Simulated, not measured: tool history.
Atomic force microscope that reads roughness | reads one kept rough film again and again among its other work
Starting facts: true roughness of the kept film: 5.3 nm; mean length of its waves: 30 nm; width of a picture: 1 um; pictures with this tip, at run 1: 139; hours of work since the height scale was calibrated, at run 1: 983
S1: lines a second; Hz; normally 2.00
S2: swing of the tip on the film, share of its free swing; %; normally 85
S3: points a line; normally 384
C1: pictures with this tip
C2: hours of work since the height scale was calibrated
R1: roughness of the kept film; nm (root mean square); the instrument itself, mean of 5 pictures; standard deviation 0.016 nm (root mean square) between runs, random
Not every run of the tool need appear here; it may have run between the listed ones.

Run 1, day 0.000: usual settings; C1 139; C2 983. Result: R1 3.550 nm (root mean square).
Run 2, day 1.521: usual settings but S2 56 %; C1 226; C2 1009. Result: R1 3.877 nm (root mean square).
Run 3, day 2.917: usual settings but S2 89 %; C1 305; C2 1034. Result: R1 3.166 nm (root mean square).
At day 3.838: new tip fitted.
Run 4, day 4.621: usual settings; C1 44; C2 1063. Result: R1 3.790 nm (root mean square).
Run 5, day 6.125: usual settings; C1 130; C2 1089. Result: R1 3.613 nm (root mean square).
Run 6, day 7.283: usual settings; C1 196; C2 1109. Result: R1 3.475 nm (root mean square).
Run 7, day 8.350: usual settings; C1 256; C2 1128. Result: R1 3.394 nm (root mean square).
Run 8, day 9.642: usual settings; C1 330; C2 1150. Result: R1 3.238 nm (root mean square).
At day 10.088: new tip fitted.
Run 9, day 11.433: usual settings but S1 1.27 Hz; C1 77; C2 1181. Result: R1 3.924 nm (root mean square).
Run 10, day 12.417: usual settings but S1 1.27 Hz; C1 132; C2 1198. Result: R1 3.830 nm (root mean square).
Run 11, day 13.438: usual settings; C1 191; C2 1216. Result: R1 3.508 nm (root mean square).
Run 12, day 14.896: usual settings; C1 274; C2 1241. Result: R1 3.334 nm (root mean square).
At day 16.321: new tip fitted.
Run 13, day 16.662: usual settings; C1 20; C2 1272. Result: R1 3.775 nm (root mean square).
Run 14, day 17.892: usual settings but S3 434; C1 90; C2 1293. Result: R1 3.649 nm (root mean square).
Run 15, day 18.983: usual settings but S1 2.14 Hz; C1 152; C2 1312. Result: R1 3.476 nm (root mean square).
Run 16, day 20.425: usual settings but S1 2.14 Hz; C1 234; C2 1337. Result: R1 3.355 nm (root mean square).
At day 20.542: height scale calibrated on a step standard.
Run 17, day 21.912: usual settings but S1 2.14 Hz; C1 316; C2 24. Result: R1 3.174 nm (root mean square).
At day 22.617: new tip fitted.
Run 18, day 23.325: usual settings; C1 41; C2 48. Result: R1 3.704 nm (root mean square).
Run 19, day 24.762: usual settings but S2 87 %; C1 122; C2 73. Result: R1 3.472 nm (root mean square).
Run 20, day 25.662: usual settings but S2 87 %; C1 173; C2 89. Result: R1 3.396 nm (root mean square).
Run 21, day 26.558: usual settings but S1 1.15 Hz; C1 225; C2 104. Result: R1 3.600 nm (root mean square).
Run 22, day 27.438: usual settings but S1 1.15 Hz; C1 274; C2 120. Result: R1 3.497 nm (root mean square).
At day 28.883: new tip fitted.
Run 23, day 29.196: usual settings but S1 1.15 Hz; C1 17; C2 150. Result: R1 3.979 nm (root mean square).
Run 24, day 30.042: usual settings but S1 1.57 Hz, S3 269; C1 66; C2 164. Result: R1 3.730 nm (root mean square).
At day 31.371: height scale calibrated on a step standard, once more.
Run 25, day 31.775: usual settings but S1 1.57 Hz, S3 269; C1 162; C2 7. Result: R1 3.683 nm (root mean square).
Run 26, day 33.550: usual settings but S1 2.45 Hz, S3 258; C1 263; C2 38. Result: R1 3.251 nm (root mean square).
Run 27, day 35.096: usual settings but S1 0.53 Hz, S2 87 %, S3 306; C1 351; C2 65. Result: R1 3.642 nm (root mean square).
At day 35.267: new tip fitted.
Run 28, day 36.196: usual settings but S1 0.54 Hz, S3 884; C1 53; C2 84. Result: R1 4.329 nm (root mean square).
Run 29, day 37.708: usual settings but S1 2.73 Hz, S2 74 %, S3 507; C1 139; C2 110. Result: R1 3.751 nm (root mean square).
Run 30, day 38.817: usual settings but S1 2.73 Hz, S2 78 %, S3 503; C1 202; C2 129. Result: R1 3.529 nm (root mean square).
Run 31, day 40.525: usual settings but S2 79 %, S3 428; C1 300; C2 159. Result: R1 3.479 nm (root mean square).
At day 41.492: new tip fitted.
Run 32, day 41.629: usual settings but S2 79 %, S3 428; C1 8; C2 178. Result: R1 4.076 nm (root mean square).
Run 33, day 42.425: usual settings but S2 79 %, S3 428; C1 53; C2 191. Result: R1 3.961 nm (root mean square).
Run 34, day 44.108: usual settings but S1 2.15 Hz, S2 79 %, S3 428; C1 149; C2 221. Result: R1 3.745 nm (root mean square).
Run 35, day 44.904: usual settings but S1 1.08 Hz, S2 88 %, S3 313; C1 194; C2 235. Result: R1 3.720 nm (root mean square).
Run 36, day 45.825: usual settings but S1 1.45 Hz, S2 78 %, S3 300; C1 247; C2 251. Result: R1 3.717 nm (root mean square).
Run 37, day 46.979: usual settings but S1 0.69 Hz, S2 75 %; C1 313; C2 271. Result: R1 3.795 nm (root mean square).
At day 47.729: new tip fitted.
Run 38, day 47.892: usual settings but S2 88 %, S3 740; C1 9; C2 286. Result: R1 3.844 nm (root mean square).
Run 39, day 49.325: usual settings but S1 1.40 Hz, S2 74 %, S3 740; C1 91; C2 311. Result: R1 4.126 nm (root mean square).
Run 40, day 50.162: usual settings but S1 1.40 Hz, S2 74 %, S3 740; C1 139; C2 326. Result: R1 3.994 nm (root mean square).
Run 41, day 51.688: usual settings but S1 1.40 Hz, S2 74 %, S3 740; C1 225; C2 352. Result: R1 3.839 nm (root mean square).
Run 42, day 52.562: usual settings but S3 285; C1 275; C2 367. Result: R1 3.387 nm (root mean square).
At day 53.946: new tip fitted.
Run 43, day 53.946: usual settings but S1 0.63 Hz; C1 0; C2 391. Result: R1 4.358 nm (root mean square).
Run 44, day 54.750: usual settings but S1 0.63 Hz, S2 66 %, S3 480; C1 45; C2 405. Result: R1 4.416 nm (root mean square).
Run 45, day 56.133: usual settings but S1 0.75 Hz, S3 538; C1 124; C2 429. Result: R1 4.036 nm (root mean square).

The same runs without the tool's hidden state, with the same run-to-run variation:
The tool's hidden condition here consists of: radius of the tip, nm; height scale over the true one, %; drift of the gauge itself on roughness_nm, %.
run     R1
  1  3.982
  2  4.539
  3  3.847
  4  3.980
  5  3.975
  6  3.960
  7  3.995
  8  3.969
  9  4.222
 10  4.246
 11  4.006
 12  3.973
 13  3.966
 14  3.984
 15  3.920
 16  3.942
 17  3.939
 18  3.964
 19  3.895
 20  3.920
 21  4.256
 22  4.241
 23  4.257
 24  4.100
 25  4.082
 26  3.799
 27  4.449
 28  4.537
 29  4.121
 30  4.001
 31  4.133
 32  4.135
 33  4.132
 34  4.125
 35  4.200
 36  4.316
 37  4.557
 38  3.906
 39  4.407
 40  4.368
 41  4.380
 42  3.951
 43  4.442
 44  4.616
 45  4.414
